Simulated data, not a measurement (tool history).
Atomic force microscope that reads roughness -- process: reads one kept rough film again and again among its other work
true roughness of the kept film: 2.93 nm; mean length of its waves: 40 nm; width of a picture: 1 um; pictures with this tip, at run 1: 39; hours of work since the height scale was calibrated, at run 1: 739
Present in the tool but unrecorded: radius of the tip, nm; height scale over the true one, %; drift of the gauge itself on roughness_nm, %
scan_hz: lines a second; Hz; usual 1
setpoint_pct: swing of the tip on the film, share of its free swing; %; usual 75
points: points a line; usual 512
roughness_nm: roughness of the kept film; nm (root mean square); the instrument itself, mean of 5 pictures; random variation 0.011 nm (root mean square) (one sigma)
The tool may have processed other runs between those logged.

| run | hour | scan_hz | setpoint_pct | points | pictures with this tip | hours of work since the height scale was calibrated | roughness_nm |
|---|---|---|---|---|---|---|---|
| 1 | 0 | 1 | 75 | 512 | 39 | 739 | 2.253 |
|  | 16.1 | new tip fitted |
| 2 | 47.7 | 1 | 66 | 512 | 58 | 768 | 2.234 |
|  | 54.3 | new tip fitted |
|  | 93.6 | new tip fitted |
| 3 | 109.3 | 1 | 75 | 512 | 29 | 806 | 2.313 |
|  | 131.5 | new tip fitted |
|  | 170.9 | new tip fitted |
| 4 | 173.9 | 1 | 75 | 512 | 6 | 845 | 2.531 |
|  | 208.8 | new tip fitted |
| 5 | 209.5 | 2.28 | 75 | 512 | 1 | 867 | 2.399 |
|  | 246.3 | new tip fitted |
| 6 | 262.1 | 1 | 75 | 512 | 30 | 899 | 2.335 |
|  | 283.9 | new tip fitted |
| 7 | 319.6 | 1 | 75 | 512 | 66 | 935 | 2.143 |
|  | 325.1 | new tip fitted |
|  | 362.3 | new tip fitted |
| 8 | 365.2 | 1 | 68 | 512 | 5 | 962 | 2.559 |
|  | 399.6 | new tip fitted |
| 9 | 431.2 | 1 | 68 | 512 | 59 | 1003 | 2.2 |
|  | 439.1 | new tip fitted |
|  | 477.2 | new tip fitted |
| 10 | 490 | 1 | 68 | 735 | 24 | 1039 | 2.398 |
|  | 514.3 | new tip fitted |
| 11 | 520.2 | 1 | 56 | 735 | 11 | 1057 | 2.528 |
|  | 551.4 | new tip fitted |
| 12 | 580.6 | 1 | 75 | 512 | 54 | 1094 | 2.221 |
|  | 592.9 | new tip fitted |
|  | 634.9 | new tip fitted |
| 13 | 647 | 1 | 75 | 512 | 23 | 1135 | 2.375 |
|  | 672.5 | new tip fitted |
| 14 | 707.8 | 1 | 75 | 512 | 66 | 1172 | 2.069 |
|  | 713.4 | new tip fitted |
|  | 752.9 | new tip fitted |
| 15 | 769.7 | 1 | 75 | 512 | 32 | 1210 | 2.345 |
|  | 776 | height scale calibrated on a step standard |
|  | 793.7 | new tip fitted |
| 16 | 813.5 | 1 | 75 | 512 | 37 | 23 | 2.231 |
|  | 831 | new tip fitted |
| 17 | 858.8 | 1 | 61 | 358 | 51 | 51 | 2.241 |
|  | 870.2 | new tip fitted |
| 18 | 905.3 | 1 | 81 | 419 | 66 | 79 | 1.993 |
|  | 908.8 | new tip fitted |
|  | 950.7 | new tip fitted |
| 19 | 971.2 | 1 | 81 | 316 | 38 | 120 | 2.148 |
|  | 993 | new tip fitted |
|  | 1033.9 | new tip fitted |
| 20 | 1039.5 | 1 | 87 | 478 | 10 | 161 | 2.325 |
|  | 1072.8 | new tip fitted |
|  | 1111.1 | new tip fitted |
| 21 | 1111.1 | 2.01 | 87 | 470 | 0 | 205 | 2.205 |
|  | 1151.4 | height scale calibrated on a step standard, once more |
|  | 1151.9 | new tip fitted |
| 22 | 1151.9 | 2.01 | 87 | 470 | 0 | 0 | 2.274 |
|  | 1190.7 | new tip fitted |
| 23 | 1219.3 | 2.01 | 87 | 470 | 53 | 41 | 1.952 |
|  | 1229.1 | new tip fitted |
|  | 1270.4 | new tip fitted |
| 24 | 1281.4 | 1.72 | 81 | 407 | 21 | 79 | 2.245 |
|  | 1310.3 | new tip fitted |
| 25 | 1318.8 | 1 | 58 | 825 | 16 | 102 | 2.545 |
|  | 1347.7 | new tip fitted |
| 26 | 1372.4 | 0.87 | 82 | 523 | 45 | 135 | 2.242 |
|  | 1388.1 | new tip fitted |
| 27 | 1416.5 | 0.87 | 82 | 523 | 52 | 162 | 2.203 |
|  | 1424.7 | new tip fitted |
|  | 1463.7 | new tip fitted |
| 28 | 1478.7 | 0.87 | 89 | 689 | 28 | 200 | 2.286 |
|  | 1502.7 | new tip fitted |
| 29 | 1521.6 | 2.56 | 58 | 629 | 35 | 227 | 2.333 |

Here are 5 independent what-if runs from the current tool condition. What would each one return?
|  | 1541.8 | new tip fitted |
| A | 1561.8 | 2.24 | 75 | 389 | 37 | 251 | ? |
|  | 1541.8 | new tip fitted |
| B | 1561.8 | 3.78 | 75 | 475 | 37 | 251 | ? |
|  | 1541.8 | new tip fitted |
| C | 1561.8 | 2.56 | 76 | 400 | 37 | 251 | ? |
|  | 1541.8 | new tip fitted |
| D | 1561.8 | 0.98 | 84 | 339 | 37 | 251 | ? |
|  | 1541.8 | new tip fitted |
| E | 1561.8 | 1 | 89 | 301 | 37 | 251 | ? |

| run | roughness_nm |
|---|---|
| A | 2.2 |
| B | 2.069 |
| C | 2.137 |
| D | 2.254 |
| E | 2.211 |
The same runs, with their run-to-run variation unchanged, on a tool lacking any hidden condition would have given:
| run | roughness_nm |
|---|---|
| A | 2.439 |
| B | 2.293 |
| C | 2.368 |
| D | 2.5 |
| E | 2.452 |
